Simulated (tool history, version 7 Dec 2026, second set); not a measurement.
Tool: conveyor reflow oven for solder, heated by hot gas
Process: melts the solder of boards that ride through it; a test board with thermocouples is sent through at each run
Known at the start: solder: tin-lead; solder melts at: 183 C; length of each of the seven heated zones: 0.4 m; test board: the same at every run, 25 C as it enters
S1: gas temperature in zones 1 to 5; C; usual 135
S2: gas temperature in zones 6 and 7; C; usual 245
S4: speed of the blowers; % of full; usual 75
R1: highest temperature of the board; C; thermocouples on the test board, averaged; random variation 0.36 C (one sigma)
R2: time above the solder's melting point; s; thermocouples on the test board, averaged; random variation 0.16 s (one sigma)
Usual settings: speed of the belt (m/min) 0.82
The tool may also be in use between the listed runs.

Run 1, hour 0: usual settings. Result: R1 225.3 C, R2 47.2 s.
Run 2, hour 65.1: usual settings. Result: R1 225.1 C, R2 47.2 s.
Run 3, hour 123.3: usual settings. Result: R1 225.3 C, R2 47.4 s.
Run 4, hour 191.1: usual settings but S1 124 C. Result: R1 223.3 C, R2 43.7 s.
Run 5, hour 218.6: usual settings but S1 124 C. Result: R1 223.5 C, R2 43.7 s.
Run 6, hour 271.8: usual settings but S2 244 C. Result: R1 224.9 C, R2 46.8 s.
Run 7, hour 337.1: usual settings but S2 244 C. Result: R1 225 C, R2 47 s.
Run 8, hour 365.2: usual settings but S1 138 C. Result: R1 226.4 C, R2 48.5 s.
Run 9, hour 393: usual settings. Result: R1 225.4 C, R2 47.6 s.
Run 10, hour 454.9: usual settings. Result: R1 225.2 C, R2 47.1 s.
Run 11, hour 519.5: usual settings. Result: R1 225.3 C, R2 47.3 s.
Run 12, hour 585.3: usual settings. Result: R1 225.6 C, R2 47.3 s.
Run 13, hour 632.1: usual settings. Result: R1 225.8 C, R2 47.3 s.
Run 14, hour 677.4: usual settings but S4 56 % of full. Result: R1 221.2 C, R2 44.7 s.
Run 15, hour 711.6: usual settings. Result: R1 225.7 C, R2 47.1 s.
Run 16, hour 769.5: usual settings. Result: R1 224.8 C, R2 47.7 s.
Run 17, hour 799.5: usual settings but S1 144 C, S2 252 C, S4 62 % of full. Result: R1 230.4 C, R2 52 s.
Run 18, hour 844.9: usual settings but S2 254 C. Result: R1 232.9 C, R2 50.9 s.
Run 19, hour 878.4: usual settings but S2 254 C. Result: R1 233.6 C, R2 50.8 s.
Run 20, hour 905.6: usual settings but S2 247 C, speed of the belt (m/min) 0.855, S4 65 % of full. Result: R1 223.8 C, R2 44 s.
Run 21, hour 953.7: usual settings but S2 247 C, speed of the belt (m/min) 0.855, S4 65 % of full. Result: R1 223.1 C, R2 44.2 s.
Run 22, hour 1008.5: usual settings but S2 247 C, speed of the belt (m/min) 0.855, S4 65 % of full. Result: R1 223 C, R2 44.3 s.
Run 23, hour 1068.9: usual settings but S1 142 C, speed of the belt (m/min) 0.768. Result: R1 228.8 C, R2 54.3 s.
Run 24, hour 1136: usual settings but S1 121 C, S4 56 % of full. Result: R1 218.7 C, R2 39.3 s.
Run 25, hour 1170.5: usual settings but S1 132 C, S4 56 % of full. Result: R1 220.7 C, R2 43.7 s.
Run 26, hour 1221.1: usual settings but S1 136 C, S4 52 % of full. Result: R1 220 C, R2 44.2 s.
Run 27, hour 1285.9: usual settings but S1 136 C, S2 244 C, S4 52 % of full. Result: R1 219.3 C, R2 43.6 s.
Run 28, hour 1337.2: usual settings but S2 250 C, S4 52 % of full. Result: R1 224.3 C, R2 46.7 s.
Run 29, hour 1380.9: usual settings but S1 129 C, S2 253 C, speed of the belt (m/min) 0.793, S4 64 % of full. Result: R1 230.7 C, R2 49.8 s.

Taken out of this log: 7 entries between the listed runs. Where each belongs, and how the hidden state differs across it:
Between runs 1 and 2: belt drive overhauled, speed set with a stopwatch (hour 17.7)
  heat that the gas passes to the board, % of a clean oven's: 100 -> 99.8; belt's true speed, % of the reading: 99.87 -> 100
Between runs 3 and 4: thermocouples of zones 6 and 7 changed (hour 179.3)
  heat that the gas passes to the board, % of a clean oven's: 99.7 -> 99.5; true gas temperature in zones 6 and 7 over the reading, C: 0.06 -> -0.02
Between runs 6 and 7: flux residue cleaned out of gas plates and filters (hour 313.1)
  heat that the gas passes to the board, % of a clean oven's: 99.3 -> 99.9
Between runs 12 and 13: flux residue cleaned out of gas plates and filters (hour 625.6)
  heat that the gas passes to the board, % of a clean oven's: 99.3 -> 99.9; true gas temperature in zones 6 and 7 over the reading, C: 0.01 -> 0.02
Between runs 20 and 21: flux residue cleaned out of gas plates and filters (hour 939.4)
  heat that the gas passes to the board, % of a clean oven's: 99.2 -> 100; true gas temperature in zones 6 and 7 over the reading, C: 0.04 -> 0.05
Between runs 25 and 26: thermocouples of zones 6 and 7 changed (hour 1182.1)
  heat that the gas passes to the board, % of a clean oven's: 99.4 -> 99.3; belt's true speed, % of the reading: 99.93 -> 99.92; true gas temperature in zones 6 and 7 over the reading, C: 0.07 -> -0.03
Between runs 26 and 27: flux residue cleaned out of gas plates and filters (hour 1254.2)
  heat that the gas passes to the board, % of a clean oven's: 99.3 -> 99.8

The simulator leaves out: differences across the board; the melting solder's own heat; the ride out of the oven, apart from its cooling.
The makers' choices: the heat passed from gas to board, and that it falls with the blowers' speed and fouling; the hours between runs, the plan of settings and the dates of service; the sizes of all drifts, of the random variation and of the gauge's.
